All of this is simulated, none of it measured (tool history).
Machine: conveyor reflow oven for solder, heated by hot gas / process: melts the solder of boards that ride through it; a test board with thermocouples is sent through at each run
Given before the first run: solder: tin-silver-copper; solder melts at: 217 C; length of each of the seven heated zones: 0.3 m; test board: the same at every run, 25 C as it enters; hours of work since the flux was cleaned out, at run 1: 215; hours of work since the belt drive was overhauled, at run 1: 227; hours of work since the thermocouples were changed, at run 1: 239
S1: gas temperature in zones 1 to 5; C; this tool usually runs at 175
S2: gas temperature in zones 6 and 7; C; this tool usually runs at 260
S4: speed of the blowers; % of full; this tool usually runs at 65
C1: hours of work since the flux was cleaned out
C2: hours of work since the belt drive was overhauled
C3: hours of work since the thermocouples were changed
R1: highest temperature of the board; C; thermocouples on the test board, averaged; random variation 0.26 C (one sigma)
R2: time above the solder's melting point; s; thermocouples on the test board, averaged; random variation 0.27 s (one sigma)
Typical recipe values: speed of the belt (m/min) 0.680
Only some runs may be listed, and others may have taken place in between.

run 1 hour=0.0 | S1=175 S2=260 speed_of_the_belt_(m/min)=0.680 S4=65 | C1=215 C2=227 C3=239 | R1=236.5 R2=27.6
run 2 hour=5.0 | S1=175 S2=260 speed_of_the_belt_(m/min)=0.680 S4=65 | C1=219 C2=231 C3=243 | R1=236.0 R2=27.4
run 3 hour=15.7 | S1=175 S2=260 speed_of_the_belt_(m/min)=0.680 S4=65 | C1=227 C2=239 C3=251 | R1=236.4 R2=27.1
run 4 hour=21.8 | S1=175 S2=260 speed_of_the_belt_(m/min)=0.680 S4=65 | C1=231 C2=243 C3=255 | R1=235.9 R2=27.0
run 5 hour=33.6 | S1=175 S2=260 speed_of_the_belt_(m/min)=0.680 S4=65 | C1=240 C2=252 C3=264 | R1=236.4 R2=27.0
run 6 hour=44.6 | S1=175 S2=260 speed_of_the_belt_(m/min)=0.567 S4=65 | C1=248 C2=260 C3=272 | R1=241.8 R2=39.7
run 7 hour=51.3 | S1=175 S2=260 speed_of_the_belt_(m/min)=0.567 S4=65 | C1=253 C2=265 C3=277 | R1=241.9 R2=39.9
run 8 hour=63.5 | S1=175 S2=260 speed_of_the_belt_(m/min)=0.567 S4=65 | C1=262 C2=274 C3=286 | R1=241.7 R2=40.0
run 9 hour=73.9 | S1=175 S2=260 speed_of_the_belt_(m/min)=0.567 S4=65 | C1=270 C2=282 C3=294 | R1=241.4 R2=40.0
run 10 hour=82.3 | S1=175 S2=260 speed_of_the_belt_(m/min)=0.567 S4=65 | C1=276 C2=288 C3=300 | R1=241.3 R2=39.8
run 11 hour=91.1 | S1=175 S2=260 speed_of_the_belt_(m/min)=0.567 S4=65 | C1=282 C2=295 C3=307 | R1=242.1 R2=40.2
run 12 hour=98.8 | S1=166 S2=260 speed_of_the_belt_(m/min)=0.567 S4=65 | C1=288 C2=301 C3=313 | R1=239.9 R2=36.0
run 13 hour=108.1 | S1=166 S2=260 speed_of_the_belt_(m/min)=0.567 S4=65 | C1=295 C2=307 C3=319 | R1=239.9 R2=35.6
run 14 hour=113.8 | S1=175 S2=263 speed_of_the_belt_(m/min)=0.680 S4=65 | C1=299 C2=312 C3=324 | R1=237.9 R2=28.1
run 15 hour=123.4 | S1=175 S2=263 speed_of_the_belt_(m/min)=0.680 S4=65 | C1=306 C2=319 C3=331 | R1=236.9 R2=28.9
run 16 hour=131.0 | S1=166 S2=273 speed_of_the_belt_(m/min)=0.580 S4=57 | C1=312 C2=324 C3=337 | R1=246.5 R2=39.2
-- hour=135.7 belt drive overhauled, speed set with a stopwatch
run 17 hour=140.9 | S1=166 S2=271 speed_of_the_belt_(m/min)=0.608 S4=57 | C1=316 C2=4 C3=341 | R1=243.5 R2=34.9
run 18 hour=152.8 | S1=181 S2=251 speed_of_the_belt_(m/min)=0.608 S4=57 | C1=325 C2=13 C3=350 | R1=231.1 R2=27.5
run 19 hour=164.0 | S1=181 S2=251 speed_of_the_belt_(m/min)=0.608 S4=57 | C1=334 C2=21 C3=358 | R1=231.0 R2=27.3
-- hour=175.1 belt drive overhauled, speed set with a stopwatch, once more
run 20 hour=178.9 | S1=181 S2=251 speed_of_the_belt_(m/min)=0.608 S4=57 | C1=342 C2=3 C3=366 | R1=231.1 R2=26.1
run 21 hour=188.2 | S1=181 S2=251 speed_of_the_belt_(m/min)=0.608 S4=57 | C1=349 C2=10 C3=373 | R1=230.2 R2=26.4
run 22 hour=196.9 | S1=175 S2=259 speed_of_the_belt_(m/min)=0.680 S4=59 | C1=355 C2=16 C3=379 | R1=231.2 R2=21.8
run 23 hour=203.3 | S1=175 S2=260 speed_of_the_belt_(m/min)=0.680 S4=78 | C1=360 C2=21 C3=384 | R1=237.9 R2=29.5
run 24 hour=213.4 | S1=163 S2=260 speed_of_the_belt_(m/min)=0.574 S4=65 | C1=367 C2=28 C3=392 | R1=237.7 R2=32.0
run 25 hour=218.8 | S1=175 S2=260 speed_of_the_belt_(m/min)=0.689 S4=65 | C1=371 C2=32 C3=396 | R1=233.7 R2=23.6
run 26 hour=226.1 | S1=175 S2=265 speed_of_the_belt_(m/min)=0.555 S4=65 | C1=377 C2=38 C3=401 | R1=245.6 R2=43.4
run 27 hour=232.5 | S1=179 S2=254 speed_of_the_belt_(m/min)=0.680 S4=65 | C1=382 C2=43 C3=406 | R1=230.1 R2=21.8
run 28 hour=238.3 | S1=187 S2=258 speed_of_the_belt_(m/min)=0.680 S4=65 | C1=386 C2=47 C3=410 | R1=235.7 R2=30.0
run 29 hour=249.1 | S1=175 S2=251 speed_of_the_belt_(m/min)=0.680 S4=55 | C1=394 C2=55 C3=418 | R1=223.9 R2=12.7

Expected results for the next run?
run 30 hour=255.9 | S1=177 S2=268 speed_of_the_belt_(m/min)=0.572 S4=58 | C1=399 C2=60 C3=423 | R1=? R2=?

Run 30 came out at R1 244.8 C, R2 41.8 s.
The same run, on a tool lacking any hidden state, would have yielded R1 249.9 C, R2 46.2 s.

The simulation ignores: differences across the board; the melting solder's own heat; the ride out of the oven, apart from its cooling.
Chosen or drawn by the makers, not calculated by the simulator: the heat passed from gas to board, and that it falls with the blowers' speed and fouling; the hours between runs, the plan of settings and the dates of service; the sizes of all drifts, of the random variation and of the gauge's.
